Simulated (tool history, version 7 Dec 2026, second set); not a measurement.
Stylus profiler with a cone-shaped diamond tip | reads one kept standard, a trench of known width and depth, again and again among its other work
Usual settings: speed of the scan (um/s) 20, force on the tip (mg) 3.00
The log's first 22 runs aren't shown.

| run | hour | speed of the scan (um/s) | force on the tip (mg) | scans with this tip | hours of work since the height scale was calibrated | depth of the trench (nm) | width of the trench's floor (um) |
|---|---|---|---|---|---|---|---|
| 23 | 1195.7 | 20 | 3.00 | 12692 | 277 | 201.76 | 46.94 |
| 24 | 1234.6 | 20 | 3.00 | 12808 | 302 | 201.55 | 46.90 |
| 25 | 1290.5 | 20 | 3.00 | 12973 | 338 | 201.56 | 46.92 |
| 26 | 1357.1 | 38 | 2.02 | 13170 | 380 | 201.08 | 46.76 |
| 27 | 1400.1 | 79 | 1.24 | 13297 | 408 | 200.65 | 46.31 |
| 28 | 1448.5 | 6 | 1.50 | 13441 | 439 | 200.81 | 46.95 |
| 29 | 1509.6 | 7 | 2.30 | 13622 | 478 | 201.04 | 46.93 |
| 30 | 1581.8 | 16 | 1.56 | 13835 | 524 | 200.67 | 46.84 |
| 31 | 1639.3 | 16 | 1.56 | 14005 | 561 | 200.61 | 46.76 |
| 32 | 1708.4 | 23 | 1.51 | 14210 | 605 | 200.77 | 46.75 |
| 33 | 1779.1 | 50 | 1.90 | 14419 | 651 | 200.80 | 46.55 |
| 34 | 1842.0 | 7 | 8.15 | 14605 | 691 | 202.90 | 46.85 |
| 35 | 1898.3 | 5 | 1.83 | 14772 | 727 | 200.72 | 46.86 |
| 36 | 1942.6 | 6 | 3.76 | 14903 | 755 | 201.31 | 46.84 |
| 37 | 2017.7 | 6 | 3.76 | 15125 | 803 | 201.41 | 46.85 |
| 38 | 2085.4 | 6 | 3.76 | 15326 | 847 | 201.33 | 46.80 |
| 39 | 2147.4 | 6 | 3.76 | 15509 | 886 | 201.31 | 46.79 |
| 40 | 2182.1 | 11 | 8.84 | 15612 | 909 | 202.77 | 46.82 |
| 41 | 2248.8 | 41 | 8.84 | 15809 | 951 | 203.00 | 46.69 |
| 42 | 2317.0 | 9 | 3.00 | 16011 | 995 | 201.07 | 46.73 |
| 43 | 2358.2 | 30 | 1.09 | 16133 | 1021 | 199.82 | 46.52 |
| 44 | 2410.8 | 13 | 2.50 | 16289 | 1055 | 200.83 | 46.68 |
| 45 | 2484.8 | 13 | 2.50 | 16508 | 1102 | 200.67 | 46.72 |
|  | 2508.0 | new tip fitted, height scale calibrated |
| 46 | 2537.9 | 62 | 1.85 | 89 | 19 | 201.21 | 47.84 |
| 47 | 2585.7 | 20 | 7.26 | 230 | 50 | 203.15 | 48.20 |

Forecast each of these 3 alternatives for the next run:
| A | 2646.1 | 71 | 6.35 | 409 | 88 | ? | ? |
| B | 2646.1 | 66 | 1.64 | 409 | 88 | ? | ? |
| C | 2646.1 | 26 | 1.16 | 409 | 88 | ? | ? |

| run | depth of the trench (nm) | width of the trench's floor (um) |
|---|---|---|
| A | 202.92 | 47.99 |
| B | 201.22 | 47.71 |
| C | 200.81 | 47.99 |
Without the tool's hidden state the same runs would have given:
| run | depth of the trench (nm) | width of the trench's floor (um) |
|---|---|---|
| A | 203.01 | 48.05 |
| B | 201.31 | 47.77 |
| C | 200.90 | 48.05 |

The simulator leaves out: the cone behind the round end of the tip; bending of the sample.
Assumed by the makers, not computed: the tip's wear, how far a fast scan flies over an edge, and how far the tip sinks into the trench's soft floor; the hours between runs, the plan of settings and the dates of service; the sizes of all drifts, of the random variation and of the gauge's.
